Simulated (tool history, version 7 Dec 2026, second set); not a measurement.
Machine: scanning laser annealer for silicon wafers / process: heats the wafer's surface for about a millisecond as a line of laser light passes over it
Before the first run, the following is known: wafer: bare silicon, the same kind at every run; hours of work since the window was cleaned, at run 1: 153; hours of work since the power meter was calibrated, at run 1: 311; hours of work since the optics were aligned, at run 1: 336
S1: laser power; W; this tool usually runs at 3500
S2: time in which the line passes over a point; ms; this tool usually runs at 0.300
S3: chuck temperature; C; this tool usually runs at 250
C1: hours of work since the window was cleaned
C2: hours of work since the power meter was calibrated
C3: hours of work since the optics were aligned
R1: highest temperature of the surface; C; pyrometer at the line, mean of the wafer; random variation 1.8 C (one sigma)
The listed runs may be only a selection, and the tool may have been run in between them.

{"run": 1, "hour": 0.0, "S1": 3500, "S2": 0.3, "S3": 250, "C1": 153, "C2": 311, "C3": 336, "R1": 938}
{"run": 2, "hour": 8.4, "S1": 3500, "S2": 0.3, "S3": 252, "C1": 159, "C2": 318, "C3": 342, "R1": 940}
{"run": 3, "hour": 16.9, "S1": 3500, "S2": 0.3, "S3": 247, "C1": 166, "C2": 324, "C3": 349, "R1": 934}
{"run": 4, "hour": 25.8, "S1": 3500, "S2": 0.3, "S3": 247, "C1": 172, "C2": 331, "C3": 355, "R1": 931}
{"run": 5, "hour": 32.2, "S1": 3500, "S2": 0.3, "S3": 247, "C1": 177, "C2": 335, "C3": 360, "R1": 935}
{"run": 6, "hour": 41.1, "S1": 3500, "S2": 0.3, "S3": 247, "C1": 184, "C2": 342, "C3": 367, "R1": 931}
{"run": 7, "hour": 49.2, "S1": 3500, "S2": 0.25, "S3": 250, "C1": 190, "C2": 348, "C3": 373, "R1": 879}
{"run": 8, "hour": 57.9, "S1": 3500, "S2": 0.25, "S3": 250, "C1": 196, "C2": 355, "C3": 379, "R1": 880}
{"run": 9, "hour": 63.5, "S1": 3500, "S2": 0.25, "S3": 250, "C1": 201, "C2": 359, "C3": 384, "R1": 878}
{"run": 10, "hour": 73.4, "S1": 3500, "S2": 0.25, "S3": 250, "C1": 208, "C2": 366, "C3": 391, "R1": 881}
{"run": 11, "hour": 82.5, "S1": 3076, "S2": 0.25, "S3": 250, "C1": 215, "C2": 373, "C3": 398, "R1": 792}
{"run": 12, "hour": 88.0, "S1": 3076, "S2": 0.25, "S3": 250, "C1": 219, "C2": 377, "C3": 402, "R1": 793}
{"run": 13, "hour": 93.6, "S1": 3500, "S2": 0.3, "S3": 250, "C1": 223, "C2": 382, "C3": 406, "R1": 932}
{"run": 14, "hour": 98.7, "S1": 3500, "S2": 0.3, "S3": 250, "C1": 227, "C2": 385, "C3": 410, "R1": 936}
{"run": 15, "hour": 109.4, "S1": 3500, "S2": 0.3, "S3": 250, "C1": 235, "C2": 394, "C3": 418, "R1": 931}
{"run": 16, "hour": 115.6, "S1": 3500, "S2": 0.233, "S3": 250, "C1": 240, "C2": 398, "C3": 423, "R1": 855}
{"run": 17, "hour": 121.8, "S1": 3500, "S2": 0.32, "S3": 250, "C1": 245, "C2": 403, "C3": 428, "R1": 954}
{"run": 18, "hour": 131.0, "S1": 3500, "S2": 0.32, "S3": 250, "C1": 251, "C2": 410, "C3": 434, "R1": 949}
{"run": 19, "hour": 141.8, "S1": 3500, "S2": 0.3, "S3": 250, "C1": 260, "C2": 418, "C3": 443, "R1": 930}
{"run": 20, "hour": 147.2, "S1": 3500, "S2": 0.3, "S3": 250, "C1": 264, "C2": 422, "C3": 447, "R1": 928}
{"run": 21, "hour": 154.2, "S1": 3175, "S2": 0.3, "S3": 250, "C1": 269, "C2": 427, "C3": 452, "R1": 859}
{"run": 22, "hour": 158.7, "S1": 3660, "S2": 0.345, "S3": 235, "C1": 272, "C2": 431, "C3": 455, "R1": 997}
{"run": 23, "hour": 167.3, "S1": 3660, "S2": 0.213, "S3": 235, "C1": 279, "C2": 437, "C3": 462, "R1": 842}
{"run": 24, "hour": 172.4, "S1": 3660, "S2": 0.213, "S3": 235, "C1": 283, "C2": 441, "C3": 466, "R1": 846}
{"run": 25, "hour": 179.4, "S1": 3344, "S2": 0.3, "S3": 257, "C1": 288, "C2": 446, "C3": 471, "R1": 901}
{"run": 26, "hour": 187.8, "S1": 3234, "S2": 0.3, "S3": 250, "C1": 294, "C2": 453, "C3": 477, "R1": 866}
{"run": 27, "hour": 197.8, "S1": 3074, "S2": 0.369, "S3": 242, "C1": 302, "C2": 460, "C3": 485, "R1": 887}
{"run": 28, "hour": 207.9, "S1": 3782, "S2": 0.238, "S3": 236, "C1": 309, "C2": 468, "C3": 492, "R1": 896}
{"run": 29, "hour": 212.9, "S1": 3782, "S2": 0.238, "S3": 236, "C1": 313, "C2": 471, "C3": 496, "R1": 901}
{"run": 30, "hour": 222.9, "S1": 3369, "S2": 0.238, "S3": 285, "C1": 321, "C2": 479, "C3": 504, "R1": 866}
{"run": 31, "hour": 233.4, "S1": 3143, "S2": 0.266, "S3": 262, "C1": 329, "C2": 487, "C3": 512, "R1": 827}
{"run": 32, "hour": 240.7, "S1": 3143, "S2": 0.266, "S3": 262, "C1": 334, "C2": 492, "C3": 517, "R1": 826}
{"run": 33, "hour": 250.0, "S1": 3143, "S2": 0.319, "S3": 232, "C1": 341, "C2": 499, "C3": 524, "R1": 848}
{"run": 34, "hour": 260.2, "S1": 3143, "S2": 0.319, "S3": 232, "C1": 349, "C2": 507, "C3": 532, "R1": 849}
{"run": 35, "hour": 265.6, "S1": 3076, "S2": 0.212, "S3": 227, "C1": 353, "C2": 511, "C3": 536, "R1": 725}
{"run": 36, "hour": 275.5, "S1": 3286, "S2": 0.212, "S3": 227, "C1": 360, "C2": 519, "C3": 543, "R1": 758}
{"run": 37, "hour": 283.4, "S1": 3286, "S2": 0.212, "S3": 227, "C1": 366, "C2": 525, "C3": 549, "R1": 759}
{"run": 38, "hour": 291.1, "S1": 3603, "S2": 0.3, "S3": 250, "C1": 372, "C2": 530, "C3": 555, "R1": 942}
{"run": 39, "hour": 299.2, "S1": 3603, "S2": 0.3, "S3": 250, "C1": 378, "C2": 536, "C3": 561, "R1": 942}
{"run": 40, "hour": 305.4, "S1": 3603, "S2": 0.3, "S3": 245, "C1": 383, "C2": 541, "C3": 566, "R1": 938}
{"run": 41, "hour": 314.1, "S1": 3229, "S2": 0.3, "S3": 222, "C1": 389, "C2": 548, "C3": 572, "R1": 837}
{"run": 42, "hour": 322.7, "S1": 3172, "S2": 0.3, "S3": 247, "C1": 396, "C2": 554, "C3": 579, "R1": 851}

Same runs, no hidden state in the tool, same run-to-run variation:
Hidden state present: light that passes the window, % of a clean one's; laser's true power over the reading, %; width of the line over the set one, %; drift of the gauge itself on peak_c, C.
run=1 R1=955
run=2 R1=958
run=3 R1=952
run=4 R1=950
run=5 R1=955
run=6 R1=950
run=7 R1=898
run=8 R1=898
run=9 R1=897
run=10 R1=900
run=11 R1=809
run=12 R1=811
run=13 R1=954
run=14 R1=959
run=15 R1=954
run=16 R1=876
run=17 R1=979
run=18 R1=974
run=19 R1=955
run=20 R1=953
run=21 R1=882
run=22 R1=1026
run=23 R1=865
run=24 R1=869
run=25 R1=926
run=26 R1=891
run=27 R1=914
run=28 R1=924
run=29 R1=929
run=30 R1=892
run=31 R1=852
run=32 R1=851
run=33 R1=876
run=34 R1=877
run=35 R1=748
run=36 R1=784
run=37 R1=785
run=38 R1=976
run=39 R1=976
run=40 R1=972
run=41 R1=868
run=42 R1=882
